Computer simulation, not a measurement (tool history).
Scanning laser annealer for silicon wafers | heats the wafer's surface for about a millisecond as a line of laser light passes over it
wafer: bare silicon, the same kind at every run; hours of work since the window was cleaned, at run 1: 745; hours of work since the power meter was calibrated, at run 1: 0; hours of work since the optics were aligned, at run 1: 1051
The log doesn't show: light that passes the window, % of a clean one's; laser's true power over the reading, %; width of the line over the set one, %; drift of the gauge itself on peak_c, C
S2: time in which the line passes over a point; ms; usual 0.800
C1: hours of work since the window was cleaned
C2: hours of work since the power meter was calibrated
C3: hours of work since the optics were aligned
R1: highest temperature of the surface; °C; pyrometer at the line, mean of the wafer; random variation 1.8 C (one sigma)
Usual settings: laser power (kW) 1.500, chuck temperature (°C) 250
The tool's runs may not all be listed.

run 1 hour=0.0 | laser_power_(kW)=1.500 S2=0.800 chuck_temperature_(°C)=250 | C1=745 C2=0 C3=1051 | R1=1017
run 2 hour=4.8 | laser_power_(kW)=1.500 S2=0.800 chuck_temperature_(°C)=250 | C1=748 C2=3 C3=1053 | R1=1018
run 3 hour=14.0 | laser_power_(kW)=1.500 S2=0.800 chuck_temperature_(°C)=250 | C1=752 C2=7 C3=1058 | R1=1019
run 4 hour=18.1 | laser_power_(kW)=1.500 S2=0.800 chuck_temperature_(°C)=250 | C1=754 C2=9 C3=1060 | R1=1020
run 5 hour=26.2 | laser_power_(kW)=1.500 S2=0.952 chuck_temperature_(°C)=250 | C1=759 C2=14 C3=1064 | R1=1075
run 6 hour=30.4 | laser_power_(kW)=1.500 S2=0.952 chuck_temperature_(°C)=250 | C1=761 C2=16 C3=1066 | R1=1081
run 7 hour=34.6 | laser_power_(kW)=1.543 S2=0.722 chuck_temperature_(°C)=237 | C1=763 C2=18 C3=1069 | R1=1001
-- hour=37.3 window over the wafer cleaned
run 8 hour=43.6 | laser_power_(kW)=1.543 S2=0.716 chuck_temperature_(°C)=251 | C1=3 C2=21 C3=1072 | R1=996
run 9 hour=51.8 | laser_power_(kW)=1.451 S2=0.800 chuck_temperature_(°C)=213 | C1=7 C2=26 C3=1076 | R1=938
run 10 hour=59.0 | laser_power_(kW)=1.451 S2=0.800 chuck_temperature_(°C)=213 | C1=11 C2=29 C3=1080 | R1=942

5 ways to go on from here, each from the tool as it stands after run 10. What would each give?
run A hour=63.9 | laser_power_(kW)=1.622 S2=0.800 chuck_temperature_(°C)=250 | C1=14 C2=32 C3=1083 | R1=?
run B hour=63.9 | laser_power_(kW)=1.566 S2=0.712 chuck_temperature_(°C)=250 | C1=14 C2=32 C3=1083 | R1=?
run C hour=63.9 | laser_power_(kW)=1.516 S2=0.864 chuck_temperature_(°C)=260 | C1=14 C2=32 C3=1083 | R1=?
run D hour=63.9 | laser_power_(kW)=1.500 S2=0.800 chuck_temperature_(°C)=248 | C1=14 C2=32 C3=1083 | R1=?
run E hour=63.9 | laser_power_(kW)=1.451 S2=0.856 chuck_temperature_(°C)=213 | C1=14 C2=32 C3=1083 | R1=?

run=A R1=1077
run=B R1=1010
run=C R1=1054
run=D R1=1003
run=E R1=961
Without the tool's hidden state the same runs would have given:
run=A R1=1135
run=B R1=1063
run=C R1=1110
run=D R1=1056
run=E R1=1014

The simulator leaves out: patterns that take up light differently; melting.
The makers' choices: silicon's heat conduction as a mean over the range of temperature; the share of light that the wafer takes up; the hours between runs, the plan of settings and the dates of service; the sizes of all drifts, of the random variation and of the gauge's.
